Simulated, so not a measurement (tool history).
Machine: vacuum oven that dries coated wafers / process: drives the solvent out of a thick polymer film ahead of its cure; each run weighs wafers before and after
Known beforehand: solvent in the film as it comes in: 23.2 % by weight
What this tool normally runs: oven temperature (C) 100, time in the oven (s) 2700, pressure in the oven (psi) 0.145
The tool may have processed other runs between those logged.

| run | hour | oven temperature (C) | time in the oven (s) | pressure in the oven (psi) | solvent left in the film (%) |
|---|---|---|---|---|---|
| 1 | 0.0 | 100 | 2700 | 0.145 | 1.31 |
| 2 | 55.4 | 100 | 2700 | 0.145 | 1.34 |
| 3 | 99.8 | 100 | 2700 | 0.228 | 1.62 |
| 4 | 153.6 | 100 | 2700 | 0.228 | 1.64 |
| 5 | 182.8 | 100 | 2700 | 0.228 | 1.66 |
| 6 | 229.8 | 100 | 2700 | 0.228 | 1.60 |
| 7 | 276.3 | 100 | 2700 | 0.247 | 1.69 |
| 8 | 317.6 | 100 | 2700 | 0.247 | 1.68 |
| 9 | 366.1 | 100 | 2700 | 0.145 | 1.31 |
| 10 | 394.1 | 100 | 2700 | 0.145 | 1.32 |

Run 11, settings as shown, results not yet in. Your forecast:
| 11 | 449.8 | 100 | 2700 | 0.145 | ? |

Run 11 measured solvent left in the film (%) 1.35.
Take away the tool's hidden state, keep the run-to-run variation as it was, and the same run would have given solvent left in the film (%) 1.24.
